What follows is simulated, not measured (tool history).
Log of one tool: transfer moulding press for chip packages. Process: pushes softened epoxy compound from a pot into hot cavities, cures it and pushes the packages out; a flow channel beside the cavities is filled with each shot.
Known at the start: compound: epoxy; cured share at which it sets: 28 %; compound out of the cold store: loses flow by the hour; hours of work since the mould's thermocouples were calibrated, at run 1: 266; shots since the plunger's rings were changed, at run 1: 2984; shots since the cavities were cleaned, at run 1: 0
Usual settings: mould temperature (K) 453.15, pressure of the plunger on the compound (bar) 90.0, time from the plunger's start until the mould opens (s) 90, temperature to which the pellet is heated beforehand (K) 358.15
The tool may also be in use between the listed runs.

run	day	mould temperature (K)	pressure of the plunger on the compound (bar)	time from the plunger's start until the mould opens (s)	temperature to which the pellet is heated beforehand (K)	hours of work since the mould's thermocouples were calibrated	shots since the plunger's rings were changed	shots since the cavities were cleaned	incoming compound's hours out of the cold store	length that the compound runs in the flow channel (mm)	greatest force on the pins that push the packages out (N)
1	0.000	453.15	90.0	90	358.15	266	2984	0	28.9	514	477
2	0.562	453.15	90.0	90	358.15	273	3111	127	15.1	541	497
3	1.212	453.15	90.0	90	358.15	281	3258	274	19.8	532	504
4	1.871	453.15	90.0	90	358.15	288	3407	423	47.2	466	505
5	2.442	453.15	90.0	90	358.15	295	3536	552	16.1	545	502
6	2.821	453.15	90.0	90	358.15	300	3622	638	23.9	527	501
7	3.579	451.15	90.0	90	358.15	309	3794	810	31.4	509	517
# day 3.692: cavities cleaned with cleaning compound and waxed
8	4.142	453.15	90.0	90	358.15	315	3907	102	30.5	511	478
9	4.612	455.15	90.0	90	358.15	320	4013	208	19.5	530	462
10	5.092	452.15	90.0	90	358.15	326	4122	317	22.8	525	527
# day 5.254: plunger's sealing rings changed
11	5.604	453.15	90.0	81	358.15	331	79	409	19.0	535	536
12	6.292	453.15	90.0	90	351.15	339	235	565	14.7	553	508
13	6.775	453.15	90.0	112	358.15	345	344	674	20.9	529	466
14	7.354	453.15	90.0	112	358.15	352	475	805	32.5	504	490
# day 7.533: cavities cleaned with cleaning compound and waxed
15	8.142	453.15	88.6	90	358.15	361	640	138	47.2	465	487
16	8.662	453.15	88.6	90	358.15	367	758	256	9.4	559	495
17	9.383	453.15	90.0	106	358.15	375	921	419	34.3	496	453
18	10.104	453.15	90.0	106	358.15	384	1084	582	19.0	534	464
19	10.667	461.15	90.0	80	358.15	391	1211	709	20.5	524	477
# day 11.225: cavities cleaned with cleaning compound and waxed
20	11.362	451.15	90.0	90	358.15	398	1355	31	44.6	477	506
21	12.117	447.15	90.0	90	361.15	407	1525	201	14.2	554	632
22	12.671	447.15	90.0	90	361.15	414	1651	327	17.8	551	641
23	13.392	449.15	71.0	111	358.15	423	1814	490	28.1	457	465
24	13.838	450.15	71.0	87	358.15	428	1915	591	16.6	485	588
25	14.288	453.15	85.0	89	358.15	433	2016	692	10.9	543	502
26	14.662	453.15	90.0	89	358.15	438	2101	777	10.1	563	516
# day 14.967: cavities cleaned with cleaning compound and waxed
27	15.242	456.15	82.0	79	357.15	444	2218	62	31.6	482	497
28	15.671	456.15	82.0	79	357.15	449	2316	160	25.0	492	522

Forecast each of these 4 alternatives for the next run:
A	16.383	453.15	101.0	105	358.15	458	2477	321	25.5	?	?
B	16.383	448.15	84.0	79	350.15	458	2477	321	42.3	?	?
C	16.383	459.15	90.0	90	353.15	458	2477	321	27.9	?	?
D	16.383	453.15	104.2	109	367.15	458	2477	321	40.9	?	?

run	length that the compound runs in the flow channel (mm)	greatest force on the pins that push the packages out (N)
A	550	466
B	470	738
C	506	471
D	517	474
Without the tool's hidden state the same runs would have given:
run	length that the compound runs in the flow channel (mm)	greatest force on the pins that push the packages out (N)
A	550	463
B	470	733
C	507	468
D	518	470
